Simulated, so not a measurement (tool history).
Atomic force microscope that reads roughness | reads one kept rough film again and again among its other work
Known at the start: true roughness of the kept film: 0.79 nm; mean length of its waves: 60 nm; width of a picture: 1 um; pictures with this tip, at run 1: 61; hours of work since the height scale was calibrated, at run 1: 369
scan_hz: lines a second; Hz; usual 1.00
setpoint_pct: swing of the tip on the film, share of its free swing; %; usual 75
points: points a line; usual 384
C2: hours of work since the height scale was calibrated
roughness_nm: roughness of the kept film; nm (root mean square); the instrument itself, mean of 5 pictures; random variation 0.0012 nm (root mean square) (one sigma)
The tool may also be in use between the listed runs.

run 1 day=0.000 | scan_hz=1.00 setpoint_pct=75 points=384 | pictures_with_this_tip=61 C2=369 | roughness_nm=0.719
run 2 day=0.958 | scan_hz=1.00 setpoint_pct=75 points=384 | pictures_with_this_tip=106 C2=386 | roughness_nm=0.714
run 3 day=1.638 | scan_hz=1.00 setpoint_pct=75 points=384 | pictures_with_this_tip=139 C2=398 | roughness_nm=0.711
-- day=2.192 new tip fitted
run 4 day=3.029 | scan_hz=1.00 setpoint_pct=75 points=384 | pictures_with_this_tip=40 C2=423 | roughness_nm=0.723
run 5 day=4.079 | scan_hz=1.00 setpoint_pct=75 points=384 | pictures_with_this_tip=90 C2=442 | roughness_nm=0.718
run 6 day=5.042 | scan_hz=1.00 setpoint_pct=75 points=384 | pictures_with_this_tip=135 C2=460 | roughness_nm=0.711
-- day=5.604 new tip fitted
run 7 day=6.079 | scan_hz=1.00 setpoint_pct=75 points=384 | pictures_with_this_tip=22 C2=478 | roughness_nm=0.725
run 8 day=7.100 | scan_hz=1.00 setpoint_pct=75 points=384 | pictures_with_this_tip=71 C2=497 | roughness_nm=0.720
run 9 day=8.704 | scan_hz=1.00 setpoint_pct=77 points=384 | pictures_with_this_tip=147 C2=526 | roughness_nm=0.705
-- day=9.096 new tip fitted
run 10 day=9.879 | scan_hz=1.00 setpoint_pct=77 points=384 | pictures_with_this_tip=37 C2=547 | roughness_nm=0.715
run 11 day=10.838 | scan_hz=1.00 setpoint_pct=77 points=384 | pictures_with_this_tip=82 C2=564 | roughness_nm=0.713
-- day=12.492 new tip fitted
run 12 day=12.492 | scan_hz=1.00 setpoint_pct=77 points=384 | pictures_with_this_tip=0 C2=594 | roughness_nm=0.724
run 13 day=13.150 | scan_hz=1.00 setpoint_pct=77 points=384 | pictures_with_this_tip=31 C2=606 | roughness_nm=0.721
run 14 day=14.483 | scan_hz=1.00 setpoint_pct=77 points=384 | pictures_with_this_tip=94 C2=630 | roughness_nm=0.710
run 15 day=15.529 | scan_hz=1.00 setpoint_pct=77 points=384 | pictures_with_this_tip=144 C2=649 | roughness_nm=0.706
-- day=15.904 new tip fitted
run 16 day=16.788 | scan_hz=1.00 setpoint_pct=75 points=384 | pictures_with_this_tip=42 C2=671 | roughness_nm=0.724
run 17 day=17.496 | scan_hz=1.89 setpoint_pct=75 points=384 | pictures_with_this_tip=75 C2=684 | roughness_nm=0.675
run 18 day=18.642 | scan_hz=1.89 setpoint_pct=75 points=384 | pictures_with_this_tip=130 C2=705 | roughness_nm=0.669
-- day=19.383 new tip fitted
run 19 day=19.504 | scan_hz=1.89 setpoint_pct=75 points=384 | pictures_with_this_tip=6 C2=720 | roughness_nm=0.683
run 20 day=20.942 | scan_hz=1.00 setpoint_pct=75 points=384 | pictures_with_this_tip=74 C2=746 | roughness_nm=0.722
run 21 day=21.633 | scan_hz=1.00 setpoint_pct=75 points=384 | pictures_with_this_tip=106 C2=759 | roughness_nm=0.718
-- day=22.858 new tip fitted
run 22 day=23.283 | scan_hz=1.00 setpoint_pct=75 points=384 | pictures_with_this_tip=20 C2=788 | roughness_nm=0.728
run 23 day=24.129 | scan_hz=1.00 setpoint_pct=75 points=384 | pictures_with_this_tip=60 C2=804 | roughness_nm=0.723
run 24 day=25.767 | scan_hz=1.00 setpoint_pct=75 points=384 | pictures_with_this_tip=138 C2=833 | roughness_nm=0.716
-- day=26.312 new tip fitted
run 25 day=26.579 | scan_hz=1.00 setpoint_pct=75 points=271 | pictures_with_this_tip=12 C2=848 | roughness_nm=0.730
run 26 day=27.379 | scan_hz=3.58 setpoint_pct=73 points=439 | pictures_with_this_tip=50 C2=862 | roughness_nm=0.621
-- day=27.492 height scale calibrated on a step standard
run 27 day=28.267 | scan_hz=3.58 setpoint_pct=73 points=439 | pictures_with_this_tip=90 C2=14 | roughness_nm=0.619
-- day=29.783 new tip fitted
run 28 day=29.783 | scan_hz=3.58 setpoint_pct=80 points=439 | pictures_with_this_tip=0 C2=41 | roughness_nm=0.574
run 29 day=31.258 | scan_hz=1.89 setpoint_pct=79 points=341 | pictures_with_this_tip=70 C2=68 | roughness_nm=0.657
run 30 day=32.262 | scan_hz=1.00 setpoint_pct=73 points=384 | pictures_with_this_tip=118 C2=86 | roughness_nm=0.726
-- day=33.279 new tip fitted
run 31 day=33.583 | scan_hz=1.00 setpoint_pct=73 points=475 | pictures_with_this_tip=15 C2=110 | roughness_nm=0.740
run 32 day=34.567 | scan_hz=1.00 setpoint_pct=69 points=557 | pictures_with_this_tip=61 C2=128 | roughness_nm=0.744
run 33 day=35.812 | scan_hz=1.00 setpoint_pct=71 points=580 | pictures_with_this_tip=121 C2=150 | roughness_nm=0.732
-- day=36.250 height scale calibrated on a step standard, once more
-- day=36.708 new tip fitted
run 34 day=36.767 | scan_hz=3.80 setpoint_pct=86 points=861 | pictures_with_this_tip=3 C2=9 | roughness_nm=0.506
run 35 day=37.879 | scan_hz=3.80 setpoint_pct=86 points=861 | pictures_with_this_tip=56 C2=29 | roughness_nm=0.503
run 36 day=39.254 | scan_hz=3.80 setpoint_pct=86 points=861 | pictures_with_this_tip=121 C2=54 | roughness_nm=0.497
-- day=40.162 new tip fitted
run 37 day=40.854 | scan_hz=3.80 setpoint_pct=86 points=861 | pictures_with_this_tip=33 C2=83 | roughness_nm=0.504
run 38 day=42.392 | scan_hz=3.80 setpoint_pct=86 points=861 | pictures_with_this_tip=106 C2=111 | roughness_nm=0.498
-- day=43.567 new tip fitted
run 39 day=43.850 | scan_hz=2.41 setpoint_pct=58 points=362 | pictures_with_this_tip=13 C2=137 | roughness_nm=0.729
run 40 day=45.421 | scan_hz=2.41 setpoint_pct=58 points=362 | pictures_with_this_tip=88 C2=165 | roughness_nm=0.720
run 41 day=46.162 | scan_hz=2.41 setpoint_pct=58 points=362 | pictures_with_this_tip=123 C2=179 | roughness_nm=0.716
-- day=46.988 new tip fitted
run 42 day=47.354 | scan_hz=2.40 setpoint_pct=56 points=616 | pictures_with_this_tip=17 C2=200 | roughness_nm=0.736
run 43 day=48.742 | scan_hz=2.40 setpoint_pct=73 points=616 | pictures_with_this_tip=83 C2=225 | roughness_nm=0.657
run 44 day=50.029 | scan_hz=2.40 setpoint_pct=73 points=616 | pictures_with_this_tip=144 C2=248 | roughness_nm=0.654
-- day=50.412 new tip fitted
run 45 day=51.575 | scan_hz=2.40 setpoint_pct=73 points=616 | pictures_with_this_tip=55 C2=276 | roughness_nm=0.660
run 46 day=52.479 | scan_hz=1.00 setpoint_pct=75 points=274 | pictures_with_this_tip=98 C2=292 | roughness_nm=0.713
run 47 day=53.262 | scan_hz=1.00 setpoint_pct=77 points=563 | pictures_with_this_tip=135 C2=307 | roughness_nm=0.703
-- day=53.879 new tip fitted
run 48 day=54.529 | scan_hz=0.98 setpoint_pct=67 points=384 | pictures_with_this_tip=31 C2=329 | roughness_nm=0.745
run 49 day=55.554 | scan_hz=0.78 setpoint_pct=67 points=384 | pictures_with_this_tip=79 C2=348 | roughness_nm=0.745
run 50 day=56.808 | scan_hz=1.45 setpoint_pct=81 points=479 | pictures_with_this_tip=139 C2=370 | roughness_nm=0.660

Forecast each of these 5 alternatives for the next run:
-- day=57.292 new tip fitted
run A day=58.071 | scan_hz=0.80 setpoint_pct=60 points=734 | pictures_with_this_tip=37 C2=393 | roughness_nm=?
-- day=57.292 new tip fitted
run B day=58.071 | scan_hz=1.45 setpoint_pct=64 points=479 | pictures_with_this_tip=37 C2=393 | roughness_nm=?
-- day=57.292 new tip fitted
run C day=58.071 | scan_hz=0.54 setpoint_pct=81 points=632 | pictures_with_this_tip=37 C2=393 | roughness_nm=?
-- day=57.292 new tip fitted
run D day=58.071 | scan_hz=2.99 setpoint_pct=81 points=479 | pictures_with_this_tip=37 C2=393 | roughness_nm=?
-- day=57.292 new tip fitted
run E day=58.071 | scan_hz=1.74 setpoint_pct=76 points=384 | pictures_with_this_tip=37 C2=393 | roughness_nm=?

run=A roughness_nm=0.763
run=B roughness_nm=0.734
run=C roughness_nm=0.740
run=D roughness_nm=0.584
run=E roughness_nm=0.679
Without the tool's hidden state the same runs would have given:
run=A roughness_nm=0.763
run=B roughness_nm=0.734
run=C roughness_nm=0.740
run=D roughness_nm=0.584
run=E roughness_nm=0.680

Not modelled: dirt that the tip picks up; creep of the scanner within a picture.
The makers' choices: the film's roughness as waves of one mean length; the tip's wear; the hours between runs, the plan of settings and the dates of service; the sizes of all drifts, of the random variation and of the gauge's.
